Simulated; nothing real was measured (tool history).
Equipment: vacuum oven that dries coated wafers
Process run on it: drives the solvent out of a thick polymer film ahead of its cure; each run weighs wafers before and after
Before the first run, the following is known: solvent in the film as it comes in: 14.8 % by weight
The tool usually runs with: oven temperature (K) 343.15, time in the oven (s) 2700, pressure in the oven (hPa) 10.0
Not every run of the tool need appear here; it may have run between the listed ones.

run	hour	oven temperature (K)	time in the oven (s)	pressure in the oven (hPa)	solvent left in the film (%)
1	0.0	343.15	2700	10.0	2.08
2	12.1	343.15	2700	10.0	2.13
3	24.8	343.15	2700	10.0	2.13
4	41.2	343.15	2700	10.0	2.23
5	48.9	343.15	4560	10.0	1.26
6	65.9	343.15	4560	10.0	1.30
7	80.8	343.15	4560	11.6	1.48
8	88.4	343.15	4140	10.0	1.39
9	103.9	343.15	4140	10.0	1.40
10	111.4	343.15	2700	10.0	2.22
11	120.6	343.15	2700	10.0	2.07
12	129.9	343.15	2700	10.0	2.21
13	137.0	343.15	2700	10.0	2.18
14	153.9	343.15	2700	10.0	2.27
15	170.8	335.15	1440	8.0	6.95
16	178.2	333.15	2700	8.3	5.21
17	186.6	333.15	2700	8.3	5.16
18	199.9	333.15	2700	8.3	5.09
19	208.4	333.15	2700	8.3	5.22
20	222.4	333.15	2700	8.3	5.29
21	235.9	333.15	2700	8.3	5.28
22	243.4	333.15	2700	8.2	5.28
23	253.8	333.15	2700	8.2	5.05
24	260.6	339.15	3120	13.6	3.13
25	272.2	339.15	3120	13.6	3.23

Each row is a separate what-if for the run after 25, all from the same tool condition, not one after another. Results?
A	286.7	343.15	2700	5.6	?
B	286.7	337.15	2700	10.0	?
C	286.7	343.15	2700	10.3	?
D	286.7	355.15	4200	15.5	?
E	286.7	339.15	1380	13.6	?

run	solvent left in the film (%)
A	1.83
B	4.03
C	2.25
D	1.07
E	6.07
Without the tool's unlogged condition, the same runs would have read:
run	solvent left in the film (%)
A	1.62
B	3.79
C	2.04
D	0.92
E	5.90
